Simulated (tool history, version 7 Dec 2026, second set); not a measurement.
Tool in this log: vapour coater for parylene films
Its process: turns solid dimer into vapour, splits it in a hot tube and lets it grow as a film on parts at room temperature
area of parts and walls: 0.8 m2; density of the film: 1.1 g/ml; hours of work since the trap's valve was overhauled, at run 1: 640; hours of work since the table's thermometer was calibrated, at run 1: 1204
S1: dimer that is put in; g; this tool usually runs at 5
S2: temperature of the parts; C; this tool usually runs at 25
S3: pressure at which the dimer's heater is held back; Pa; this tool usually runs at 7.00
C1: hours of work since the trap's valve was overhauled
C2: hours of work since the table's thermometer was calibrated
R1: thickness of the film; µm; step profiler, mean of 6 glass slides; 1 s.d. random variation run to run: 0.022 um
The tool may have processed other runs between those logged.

run 1 hour=0.0 | S1=5 S2=25 S3=7.00 | C1=640 C2=1204 | R1=3.09
run 2 hour=58.3 | S1=5 S2=29 S3=7.00 | C1=687 C2=1252 | R1=2.75
-- hour=72.8 trap's valve overhauled
run 3 hour=113.1 | S1=5 S2=29 S3=7.00 | C1=33 C2=1293 | R1=2.97
run 4 hour=155.6 | S1=5 S2=29 S3=7.00 | C1=67 C2=1328 | R1=2.91
run 5 hour=216.8 | S1=5 S2=25 S3=7.00 | C1=117 C2=1377 | R1=3.22
run 6 hour=285.5 | S1=5 S2=22 S3=7.00 | C1=173 C2=1433 | R1=3.46
run 7 hour=323.3 | S1=3 S2=25 S3=7.00 | C1=204 C2=1464 | R1=1.95
run 8 hour=383.2 | S1=3 S2=25 S3=7.00 | C1=253 C2=1513 | R1=1.92
-- hour=393.6 table's thermometer calibrated
run 9 hour=415.0 | S1=5 S2=25 S3=4.91 | C1=278 C2=17 | R1=3.35
run 10 hour=460.6 | S1=5 S2=25 S3=4.91 | C1=315 C2=55 | R1=3.37
run 11 hour=499.6 | S1=5 S2=25 S3=7.00 | C1=347 C2=86 | R1=3.28
run 12 hour=555.7 | S1=5 S2=25 S3=7.00 | C1=393 C2=132 | R1=3.26
run 13 hour=622.1 | S1=5 S2=25 S3=7.00 | C1=447 C2=186 | R1=3.22
run 14 hour=656.2 | S1=5 S2=25 S3=7.00 | C1=474 C2=214 | R1=3.21
run 15 hour=708.6 | S1=5 S2=29 S3=7.00 | C1=517 C2=257 | R1=2.89
run 16 hour=753.7 | S1=5 S2=29 S3=7.00 | C1=554 C2=293 | R1=2.90
run 17 hour=808.3 | S1=5 S2=29 S3=7.00 | C1=598 C2=338 | R1=2.87
run 18 hour=841.4 | S1=5 S2=25 S3=7.05 | C1=625 C2=365 | R1=3.14
run 19 hour=882.0 | S1=5 S2=25 S3=7.05 | C1=658 C2=398 | R1=3.17
-- hour=932.8 trap's valve overhauled
run 20 hour=945.6 | S1=5 S2=25 S3=7.05 | C1=10 C2=446 | R1=3.35
run 21 hour=1012.9 | S1=5 S2=25 S3=7.05 | C1=65 C2=501 | R1=3.37
run 22 hour=1073.3 | S1=5 S2=25 S3=7.05 | C1=114 C2=550 | R1=3.34
run 23 hour=1104.1 | S1=5 S2=25 S3=7.05 | C1=140 C2=575 | R1=3.30
run 24 hour=1151.4 | S1=5 S2=25 S3=7.05 | C1=178 C2=614 | R1=3.32
run 25 hour=1185.5 | S1=5 S2=25 S3=7.05 | C1=206 C2=642 | R1=3.32
run 26 hour=1254.4 | S1=2 S2=20 S3=5.34 | C1=262 C2=698 | R1=1.52
run 27 hour=1326.8 | S1=6 S2=21 S3=4.81 | C1=321 C2=757 | R1=4.38
run 28 hour=1358.0 | S1=5 S2=31 S3=5.79 | C1=346 C2=782 | R1=2.82
run 29 hour=1391.4 | S1=2 S2=21 S3=2.01 | C1=374 C2=810 | R1=1.53
run 30 hour=1434.3 | S1=2 S2=34 S3=3.03 | C1=409 C2=844 | R1=1.08
run 31 hour=1465.1 | S1=2 S2=34 S3=3.03 | C1=434 C2=870 | R1=1.07
run 32 hour=1528.9 | S1=9 S2=34 S3=2.15 | C1=486 C2=922 | R1=4.83
run 33 hour=1577.8 | S1=2 S2=24 S3=7.18 | C1=525 C2=961 | R1=1.30
run 34 hour=1630.4 | S1=2 S2=24 S3=7.18 | C1=568 C2=1004 | R1=1.29
run 35 hour=1691.7 | S1=7 S2=25 S3=3.03 | C1=618 C2=1054 | R1=4.57
run 36 hour=1741.8 | S1=4 S2=28 S3=7.31 | C1=659 C2=1095 | R1=2.26
-- hour=1788.8 trap's valve overhauled
run 37 hour=1798.3 | S1=4 S2=24 S3=5.71 | C1=8 C2=1138 | R1=2.73
run 38 hour=1870.6 | S1=4 S2=24 S3=5.71 | C1=67 C2=1197 | R1=2.73
run 39 hour=1917.3 | S1=4 S2=37 S3=5.71 | C1=105 C2=1235 | R1=1.97
run 40 hour=1957.2 | S1=3 S2=31 S3=11.89 | C1=137 C2=1267 | R1=1.62
run 41 hour=2029.4 | S1=5 S2=25 S3=5.00 | C1=196 C2=1326 | R1=3.27
run 42 hour=2104.3 | S1=5 S2=17 S3=7.00 | C1=257 C2=1387 | R1=3.98
run 43 hour=2147.0 | S1=2 S2=25 S3=7.00 | C1=292 C2=1422 | R1=1.29
run 44 hour=2204.6 | S1=9 S2=22 S3=8.94 | C1=339 C2=1469 | R1=6.15
-- hour=2266.5 table's thermometer calibrated
run 45 hour=2266.5 | S1=5 S2=20 S3=4.13 | C1=388 C2=0 | R1=3.80
run 46 hour=2323.6 | S1=5 S2=24 S3=9.35 | C1=435 C2=47 | R1=3.28

What if the next run were any one of these 3? Each begins from the tool's condition after run 46:
run A hour=2357.1 | S1=5 S2=27 S3=9.35 | C1=462 C2=74 | R1=?
run B hour=2357.1 | S1=5 S2=24 S3=6.17 | C1=462 C2=74 | R1=?
run C hour=2357.1 | S1=8 S2=25 S3=7.00 | C1=462 C2=74 | R1=?

run=A R1=3.00
run=B R1=3.35
run=C R1=5.16
Take away the tool's hidden state, keep each run's random variation, and the runs would have read:
run=A R1=3.17
run=B R1=3.55
run=C R1=5.45
